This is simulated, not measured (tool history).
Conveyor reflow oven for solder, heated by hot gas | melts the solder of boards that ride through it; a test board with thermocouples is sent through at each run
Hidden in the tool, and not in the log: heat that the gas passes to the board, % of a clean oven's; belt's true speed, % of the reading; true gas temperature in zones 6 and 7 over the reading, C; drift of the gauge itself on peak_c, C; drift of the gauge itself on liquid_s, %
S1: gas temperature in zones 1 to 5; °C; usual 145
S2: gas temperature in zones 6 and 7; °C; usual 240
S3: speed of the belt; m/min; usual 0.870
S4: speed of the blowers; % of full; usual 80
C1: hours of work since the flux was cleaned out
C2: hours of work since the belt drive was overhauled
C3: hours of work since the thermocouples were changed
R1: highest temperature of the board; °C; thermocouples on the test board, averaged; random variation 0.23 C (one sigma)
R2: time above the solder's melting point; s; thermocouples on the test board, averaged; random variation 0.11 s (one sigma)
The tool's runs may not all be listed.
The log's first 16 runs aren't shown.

| run | hour | S1 | S2 | S3 | S4 | C1 | C2 | C3 | R1 | R2 |
|---|---|---|---|---|---|---|---|---|---|---|
| 17 | 97.5 | 140 | 240 | 1.004 | 58 | 97 | 670 | 313 | 207.3 | 21.5 |
| 18 | 106.0 | 140 | 240 | 1.004 | 58 | 104 | 677 | 319 | 207.2 | 21.5 |
| 19 | 110.6 | 145 | 240 | 0.807 | 74 | 107 | 680 | 323 | 222.0 | 37.3 |
| 20 | 119.4 | 145 | 240 | 0.870 | 71 | 114 | 687 | 330 | 218.7 | 32.9 |
| 21 | 126.8 | 132 | 240 | 0.870 | 78 | 120 | 692 | 335 | 217.6 | 29.9 |
| 22 | 134.7 | 132 | 240 | 0.885 | 80 | 126 | 698 | 341 | 217.3 | 29.0 |
| 23 | 140.2 | 132 | 233 | 0.750 | 72 | 130 | 703 | 346 | 215.5 | 34.5 |
| 24 | 146.0 | 145 | 240 | 0.703 | 68 | 135 | 707 | 350 | 225.2 | 44.3 |
| 25 | 150.7 | 135 | 234 | 0.870 | 80 | 138 | 711 | 354 | 213.6 | 28.8 |
| 26 | 159.7 | 135 | 234 | 0.870 | 64 | 145 | 718 | 361 | 209.5 | 26.0 |
| 27 | 167.2 | 135 | 234 | 0.870 | 64 | 151 | 723 | 366 | 209.1 | 26.0 |
| 28 | 174.9 | 135 | 250 | 0.975 | 78 | 157 | 729 | 372 | 220.7 | 28.4 |
| 29 | 179.1 | 135 | 250 | 0.886 | 78 | 160 | 732 | 375 | 224.9 | 33.1 |
| 30 | 188.1 | 135 | 237 | 0.985 | 80 | 167 | 739 | 382 | 210.9 | 23.5 |
| 31 | 192.7 | 135 | 237 | 0.985 | 80 | 170 | 743 | 386 | 210.8 | 23.6 |

3 ways to go on from here, each from the tool as it stands after run 31. What would each give?
| A | 200.6 | 145 | 231 | 0.870 | 63 | 176 | 749 | 392 | ? | ? |
| B | 200.6 | 137 | 237 | 0.985 | 80 | 176 | 749 | 392 | ? | ? |
| C | 200.6 | 132 | 229 | 0.985 | 80 | 176 | 749 | 392 | ? | ? |

| run | R1 | R2 |
|---|---|---|
| A | 209.0 | 27.8 |
| B | 210.9 | 24.1 |
| C | 203.7 | 19.3 |
Without the tool's hidden state the same runs would have given:
| run | R1 | R2 |
|---|---|---|
| A | 209.4 | 27.7 |
| B | 211.8 | 24.3 |
| C | 204.6 | 19.7 |

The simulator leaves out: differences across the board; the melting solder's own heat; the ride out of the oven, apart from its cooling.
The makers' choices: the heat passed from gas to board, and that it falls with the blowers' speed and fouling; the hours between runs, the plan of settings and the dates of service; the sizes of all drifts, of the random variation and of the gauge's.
